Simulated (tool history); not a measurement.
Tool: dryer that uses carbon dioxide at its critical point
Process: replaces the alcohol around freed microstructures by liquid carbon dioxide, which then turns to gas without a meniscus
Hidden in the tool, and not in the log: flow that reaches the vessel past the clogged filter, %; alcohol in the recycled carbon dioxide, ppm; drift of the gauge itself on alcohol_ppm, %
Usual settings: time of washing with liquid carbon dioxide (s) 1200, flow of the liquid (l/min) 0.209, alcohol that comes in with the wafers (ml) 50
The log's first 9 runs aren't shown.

run	day	time of washing with liquid carbon dioxide (s)	flow of the liquid (l/min)	alcohol that comes in with the wafers (ml)	hours of work since the filter was changed	hours of work since the purifier's bed was changed	alcohol left in the vessel before it's heated (ppm by volume)
10	18.683	1200	0.209	67	155	799	309
11	21.242	1200	0.209	67	176	819	308
12	24.075	1200	0.209	67	199	842	332
13	26.833	1200	0.209	67	221	864	339
14	29.438	1200	0.209	67	242	885	354
15	31.283	1440	0.209	50	256	900	194
16	34.179	1440	0.209	50	280	923	200
17	36.346	1380	0.209	50	297	940	229
18	39.067	1020	0.209	50	319	962	695
19	40.625	1020	0.209	50	331	974	735
20	42.929	1020	0.209	50	350	993	729
21	45.479	1020	0.209	50	370	1013	763

The next listed run, before its measurement:
# day 45.717: inlet filter changed
22	48.321	840	0.209	37	21	1036	?

Run 22 gave alcohol left in the vessel before it's heated (ppm by volume) 674.
Without the tool's hidden state the same run would have given alcohol left in the vessel before it's heated (ppm by volume) 482.
